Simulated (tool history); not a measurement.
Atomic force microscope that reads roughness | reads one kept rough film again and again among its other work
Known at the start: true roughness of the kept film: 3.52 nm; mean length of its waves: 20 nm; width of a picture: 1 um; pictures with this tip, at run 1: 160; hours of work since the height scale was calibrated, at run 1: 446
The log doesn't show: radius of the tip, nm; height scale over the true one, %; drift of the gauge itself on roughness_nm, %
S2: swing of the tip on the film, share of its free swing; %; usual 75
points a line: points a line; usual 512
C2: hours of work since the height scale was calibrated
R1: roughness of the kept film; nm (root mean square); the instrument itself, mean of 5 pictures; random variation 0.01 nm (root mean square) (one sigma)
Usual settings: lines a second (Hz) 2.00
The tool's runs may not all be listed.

run 1 hour=0.0 | lines_a_second_(Hz)=2.00 S2=75 points_a_line=512 | pictures_with_this_tip=160 C2=446 | R1=2.124
run 2 hour=11.7 | lines_a_second_(Hz)=2.00 S2=75 points_a_line=512 | pictures_with_this_tip=186 C2=455 | R1=2.050
run 3 hour=33.5 | lines_a_second_(Hz)=2.00 S2=58 points_a_line=512 | pictures_with_this_tip=236 C2=471 | R1=2.209
run 4 hour=48.4 | lines_a_second_(Hz)=2.00 S2=58 points_a_line=512 | pictures_with_this_tip=270 C2=481 | R1=2.139
run 5 hour=63.5 | lines_a_second_(Hz)=2.00 S2=58 points_a_line=512 | pictures_with_this_tip=304 C2=492 | R1=2.098
run 6 hour=78.5 | lines_a_second_(Hz)=2.00 S2=60 points_a_line=512 | pictures_with_this_tip=338 C2=503 | R1=2.015
-- hour=87.6 new tip fitted
run 7 hour=90.8 | lines_a_second_(Hz)=2.00 S2=60 points_a_line=512 | pictures_with_this_tip=7 C2=512 | R1=2.585
run 8 hour=108.9 | lines_a_second_(Hz)=2.00 S2=89 points_a_line=512 | pictures_with_this_tip=48 C2=525 | R1=2.019
run 9 hour=130.9 | lines_a_second_(Hz)=2.00 S2=89 points_a_line=512 | pictures_with_this_tip=98 C2=541 | R1=1.957
run 10 hour=143.2 | lines_a_second_(Hz)=3.40 S2=89 points_a_line=512 | pictures_with_this_tip=126 C2=550 | R1=1.629
run 11 hour=154.9 | lines_a_second_(Hz)=3.40 S2=60 points_a_line=512 | pictures_with_this_tip=153 C2=558 | R1=2.230
run 12 hour=168.9 | lines_a_second_(Hz)=3.40 S2=60 points_a_line=512 | pictures_with_this_tip=185 C2=569 | R1=2.186
run 13 hour=185.6 | lines_a_second_(Hz)=3.40 S2=60 points_a_line=539 | pictures_with_this_tip=223 C2=581 | R1=2.126
run 14 hour=202.1 | lines_a_second_(Hz)=3.40 S2=60 points_a_line=539 | pictures_with_this_tip=260 C2=593 | R1=2.060
run 15 hour=220.0 | lines_a_second_(Hz)=3.40 S2=60 points_a_line=539 | pictures_with_this_tip=301 C2=606 | R1=2.027
-- hour=245.3 new tip fitted
run 16 hour=245.6 | lines_a_second_(Hz)=3.40 S2=60 points_a_line=539 | pictures_with_this_tip=0 C2=624 | R1=2.502
run 17 hour=270.4 | lines_a_second_(Hz)=3.40 S2=60 points_a_line=539 | pictures_with_this_tip=57 C2=642 | R1=2.384
run 18 hour=282.2 | lines_a_second_(Hz)=2.00 S2=58 points_a_line=512 | pictures_with_this_tip=84 C2=651 | R1=2.458
run 19 hour=305.1 | lines_a_second_(Hz)=2.00 S2=75 points_a_line=510 | pictures_with_this_tip=136 C2=667 | R1=2.139
run 20 hour=324.8 | lines_a_second_(Hz)=2.00 S2=75 points_a_line=510 | pictures_with_this_tip=180 C2=682 | R1=2.077
run 21 hour=339.1 | lines_a_second_(Hz)=2.00 S2=61 points_a_line=512 | pictures_with_this_tip=213 C2=692 | R1=2.212
run 22 hour=361.0 | lines_a_second_(Hz)=2.00 S2=75 points_a_line=512 | pictures_with_this_tip=263 C2=708 | R1=1.979
run 23 hour=376.2 | lines_a_second_(Hz)=2.00 S2=75 points_a_line=512 | pictures_with_this_tip=297 C2=719 | R1=1.917
run 24 hour=395.8 | lines_a_second_(Hz)=3.37 S2=64 points_a_line=842 | pictures_with_this_tip=342 C2=733 | R1=1.906
-- hour=402.9 new tip fitted
run 25 hour=413.8 | lines_a_second_(Hz)=3.37 S2=64 points_a_line=842 | pictures_with_this_tip=25 C2=746 | R1=2.342
run 26 hour=428.1 | lines_a_second_(Hz)=0.98 S2=64 points_a_line=842 | pictures_with_this_tip=57 C2=756 | R1=2.516
run 27 hour=451.7 | lines_a_second_(Hz)=0.64 S2=57 points_a_line=559 | pictures_with_this_tip=111 C2=773 | R1=2.453
run 28 hour=469.9 | lines_a_second_(Hz)=0.64 S2=57 points_a_line=559 | pictures_with_this_tip=153 C2=787 | R1=2.400
run 29 hour=482.8 | lines_a_second_(Hz)=0.73 S2=57 points_a_line=559 | pictures_with_this_tip=182 C2=796 | R1=2.355
-- hour=485.9 height scale calibrated on a step standard
run 30 hour=505.0 | lines_a_second_(Hz)=0.73 S2=57 points_a_line=559 | pictures_with_this_tip=230 C2=14 | R1=2.279
run 31 hour=529.7 | lines_a_second_(Hz)=1.54 S2=68 points_a_line=435 | pictures_with_this_tip=286 C2=32 | R1=2.050
run 32 hour=541.5 | lines_a_second_(Hz)=2.52 S2=61 points_a_line=287 | pictures_with_this_tip=313 C2=40 | R1=1.957
-- hour=557.3 height scale calibrated on a step standard, once more
run 33 hour=557.8 | lines_a_second_(Hz)=2.52 S2=61 points_a_line=287 | pictures_with_this_tip=348 C2=0 | R1=1.937
-- hour=562.4 new tip fitted
run 34 hour=584.0 | lines_a_second_(Hz)=2.52 S2=61 points_a_line=287 | pictures_with_this_tip=50 C2=19 | R1=2.408
run 35 hour=595.3 | lines_a_second_(Hz)=2.52 S2=61 points_a_line=287 | pictures_with_this_tip=75 C2=27 | R1=2.375
run 36 hour=609.9 | lines_a_second_(Hz)=1.10 S2=70 points_a_line=298 | pictures_with_this_tip=108 C2=38 | R1=2.368
run 37 hour=624.6 | lines_a_second_(Hz)=1.00 S2=75 points_a_line=642 | pictures_with_this_tip=142 C2=49 | R1=2.292
run 38 hour=648.2 | lines_a_second_(Hz)=1.00 S2=75 points_a_line=642 | pictures_with_this_tip=196 C2=66 | R1=2.220
run 39 hour=671.9 | lines_a_second_(Hz)=1.00 S2=87 points_a_line=642 | pictures_with_this_tip=250 C2=83 | R1=2.018
run 40 hour=695.5 | lines_a_second_(Hz)=1.00 S2=87 points_a_line=642 | pictures_with_this_tip=303 C2=100 | R1=1.966
run 41 hour=715.2 | lines_a_second_(Hz)=1.00 S2=87 points_a_line=642 | pictures_with_this_tip=348 C2=114 | R1=1.886
-- hour=719.8 new tip fitted
run 42 hour=739.4 | lines_a_second_(Hz)=2.00 S2=75 points_a_line=350 | pictures_with_this_tip=45 C2=132 | R1=2.266
run 43 hour=753.4 | lines_a_second_(Hz)=0.74 S2=74 points_a_line=621 | pictures_with_this_tip=77 C2=142 | R1=2.477
run 44 hour=771.5 | lines_a_second_(Hz)=0.74 S2=74 points_a_line=621 | pictures_with_this_tip=118 C2=155 | R1=2.383
run 45 hour=796.0 | lines_a_second_(Hz)=1.09 S2=74 points_a_line=581 | pictures_with_this_tip=174 C2=173 | R1=2.230
run 46 hour=817.3 | lines_a_second_(Hz)=0.61 S2=87 points_a_line=581 | pictures_with_this_tip=222 C2=188 | R1=2.160

Some steps in R1 between neighbouring runs. How much of each would the tool show without its hidden state too (settings, what came in, random variation), and how much is left for the hidden state, with any gauge scatter that isn't in both results?
Run 6 -> 7: new tip fitted. R1 +0.570 nm (root mean square): hidden state +0.562, all else +0.008.
Run 7 -> 8: S2 60 -> 89. R1 -0.566 nm (root mean square): hidden state -0.058, all else -0.508.
Run 10 -> 11: S2 89 -> 60. R1 +0.601 nm (root mean square): hidden state -0.109, all else +0.710.
Run 15 -> 16: new tip fitted. R1 +0.475 nm (root mean square): hidden state +0.485, all else -0.010.
Run 33 -> 34: new tip fitted. R1 +0.471 nm (root mean square): hidden state +0.470, all else +0.001.
